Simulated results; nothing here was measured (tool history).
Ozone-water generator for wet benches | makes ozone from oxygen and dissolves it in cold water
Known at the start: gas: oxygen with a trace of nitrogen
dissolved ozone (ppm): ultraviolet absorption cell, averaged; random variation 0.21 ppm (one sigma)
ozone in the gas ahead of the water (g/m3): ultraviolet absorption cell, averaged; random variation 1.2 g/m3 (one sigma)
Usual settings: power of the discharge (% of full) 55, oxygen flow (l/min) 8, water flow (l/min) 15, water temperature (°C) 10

run	hour	power of the discharge (% of full)	oxygen flow (l/min)	water flow (l/min)	water temperature (°C)	dissolved ozone (ppm)	ozone in the gas ahead of the water (g/m3)
1	0	55	8	15	10	29.5	216.5
2	22.5	55	8	15	10	29.8	216.6
3	62.4	77	8	15	10	38.4	288
4	80.9	77	8	15	10	38.8	287.3
5	115.1	77	8	15	10	39.2	288.1
6	145.3	77	8	15	10	38.6	285.4
7	182.5	55	8	22	10	21.8	214.8
8	222.4	55	8	22	10	21.6	217.4
9	241.6	92	8	22	10	33.2	329.3
10	264.7	92	8	22	10	32.9	330.4
11	286.4	77	8	15	10	39.2	285.1
# hour 292.1: contactor cleaned
12	319.3	77	8	15	10	37.7	284.8
13	346.4	55	8	15	10	29.1	217.7
14	363.2	55	8	15	10	28.8	216.5
15	397.3	55	8	15	10	29.1	217.1
16	433.7	55	8	15	10	28.9	216
17	464.6	55	8	15	10	29.1	216.1
# hour 476.5: contactor cleaned, once more
18	489	40	8.61	15	10	22.5	158.5
19	514.9	55	10.27	12	9	32.5	182.5
20	554.3	55	10.27	12	9	32.3	182.8
21	589.1	55	10.27	13	9	31.4	183.1
22	624.6	55	10.27	13	9	31	180.7
23	649.6	42	8	15	10	24.1	172.3
24	683.9	42	8	15	10	23.8	171.1
25	712.6	94	4.69	11	14	59.8	479
26	749.6	94	4.69	11	14	60.1	480.6
27	781.4	91	6.01	11	14	55.2	393.4
28	813.8	91	6.01	11	14	55	395.2
29	842.5	71	7.81	11	14	41.5	267.3
30	859.4	71	7.81	11	14	41.5	271.7
31	887.1	71	7.81	19	14	28.5	270.1
32	909	55	8.25	15	10	29.7	211
33	946.8	58	8.64	15	17	26	214.3
34	982.5	55	6.49	11	11	37.8	247.8

Forecast each of these 3 alternatives for the next run:
A	1012.6	86	8	15	10	?	?
B	1012.6	64	6.49	18	6	?	?
C	1012.6	55	8	11	8	?	?

run	dissolved ozone (ppm)	ozone in the gas ahead of the water (g/m3)
A	41.8	306.5
B	31.9	280.2
C	37.2	216.2
Without the tool's hidden state the same runs would have given:
run	dissolved ozone (ppm)	ozone in the gas ahead of the water (g/m3)
A	44	318.3
B	33.3	288.6
C	38.7	221.9
